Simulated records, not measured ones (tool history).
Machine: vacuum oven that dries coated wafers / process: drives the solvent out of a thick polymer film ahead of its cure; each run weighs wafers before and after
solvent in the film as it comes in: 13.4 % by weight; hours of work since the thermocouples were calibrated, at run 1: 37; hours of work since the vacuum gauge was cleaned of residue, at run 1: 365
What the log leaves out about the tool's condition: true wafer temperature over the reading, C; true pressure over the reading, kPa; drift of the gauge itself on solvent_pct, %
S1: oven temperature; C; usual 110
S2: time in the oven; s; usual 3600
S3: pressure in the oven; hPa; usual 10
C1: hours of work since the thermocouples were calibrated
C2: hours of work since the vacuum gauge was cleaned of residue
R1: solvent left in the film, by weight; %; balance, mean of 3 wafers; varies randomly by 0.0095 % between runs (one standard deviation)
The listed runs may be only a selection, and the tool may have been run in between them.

run	hour	S1	S2	S3	C1	C2	R1
1	0	110	3600	10	37	365	1.242
2	20.9	110	3600	10	53	381	1.23
3	39	110	4440	10	67	395	0.901
4	53.9	110	3600	10	78	407	1.227
5	81.1	110	3600	17.9	100	428	1.604
6	97.6	110	3600	17.9	112	440	1.608
7	123.4	110	3600	17.9	132	460	1.585
8	150.5	110	3600	10	153	481	1.224
9	171.1	110	3600	10	169	497	1.234
10	189.3	110	3600	10	183	512	1.221
11	205.7	110	3600	10	196	524	1.227
# hour 209.8: oven's thermocouples calibrated
12	227.7	123	3600	10	14	540	0.383
13	254	123	1980	10	34	560	0.88
14	277.4	110	3600	10	52	578	1.226
15	290.6	110	3600	10	63	588	1.22
16	308.9	110	3600	10	77	603	1.216
17	331.7	122	2160	33.2	94	620	1.539
# hour 338: oven's thermocouples calibrated, once more
18	352.5	124	5160	5.5	11	635	0.202
19	381.8	121	3600	10	34	658	0.437
20	394.6	121	2700	10	44	667	0.614
21	411.5	110	3180	19.2	57	681	1.863
22	433.1	118	4200	34.4	74	697	1.351
23	446.9	123	2400	18.4	84	708	0.837
24	469.2	110	3600	6.1	102	725	1.001
25	493.7	110	3600	23.9	121	744	1.824
26	516	100	4080	13.8	138	762	2.762
27	542	96	6420	10	158	782	2.022
28	563.5	121	2340	21	175	798	1.11
29	580.4	110	3600	36.9	188	811	2.398
30	606.3	111	3600	8.2	208	832	0.994
31	624.3	104	3600	7	222	845	1.945
32	643.9	110	3600	8.8	237	861	1.101

For some of the steps in R1 from one run to the next: how much would appear even if the tool had no hidden state, given the settings, what came in and random variation, and how much remains for the hidden state plus any gauge scatter that the measured result and the result without hidden state don't share?
Run 11 -> 12: S1 110 -> 123, oven's thermocouples calibrated. R1 -0.844 %: hidden state -0.023, all else -0.821.
Run 17 -> 18: S1 122 -> 124, S2 2160 -> 5160, S3 33.2 -> 5.5, oven's thermocouples calibrated, once more. R1 -1.337 %: hidden state -0.006, all else -1.331.
Run 26 -> 27: S1 100 -> 96, S2 4080 -> 6420, S3 13.8 -> 10. R1 -0.74 %: hidden state +0.019, all else -0.759.
Run 28 -> 29: S1 121 -> 110, S2 2340 -> 3600, S3 21 -> 36.9. R1 +1.288 %: hidden state -0.006, all else +1.294.
Run 29 -> 30: S1 110 -> 111, S3 36.9 -> 8.2. R1 -1.404 %: hidden state +0.011, all else -1.415.
Run 30 -> 31: S1 111 -> 104, S3 8.2 -> 7. R1 +0.951 %: hidden state -0.019, all else +0.97.
